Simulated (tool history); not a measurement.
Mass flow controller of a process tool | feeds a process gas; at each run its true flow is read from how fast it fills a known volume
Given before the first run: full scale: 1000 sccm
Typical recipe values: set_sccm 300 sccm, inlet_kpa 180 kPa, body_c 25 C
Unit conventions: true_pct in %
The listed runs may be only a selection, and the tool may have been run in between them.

run	hour	set_sccm	inlet_kpa	body_c	true_pct
1	0.0	300	180	25	99.23
2	53.9	300	180	28	98.80
3	109.5	300	180	28	98.82
4	147.4	300	180	28	98.75
5	223.5	300	180	28	98.68
6	311.9	300	180	28	98.72
7	368.2	300	180	31	98.36
8	447.5	300	180	39	97.72
9	521.9	300	180	39	97.75
10	594.3	580	196	27	99.04
11	645.4	300	181	25	98.71
12	682.1	357	142	25	99.06
13	767.6	410	259	25	98.33

5 options for the next run, each taken on its own from the tool as it stands now. Forecast them:
A	855.6	341	228	25	?
B	855.6	532	180	25	?
C	855.6	414	246	30	?
D	855.6	549	259	25	?
E	855.6	373	180	25	?

run	true_pct
A	98.38
B	98.88
C	97.80
D	98.39
E	98.66
Without the tool's unlogged condition, the same runs would have read:
run	true_pct
A	99.21
B	99.56
C	98.56
D	99.06
E	99.46
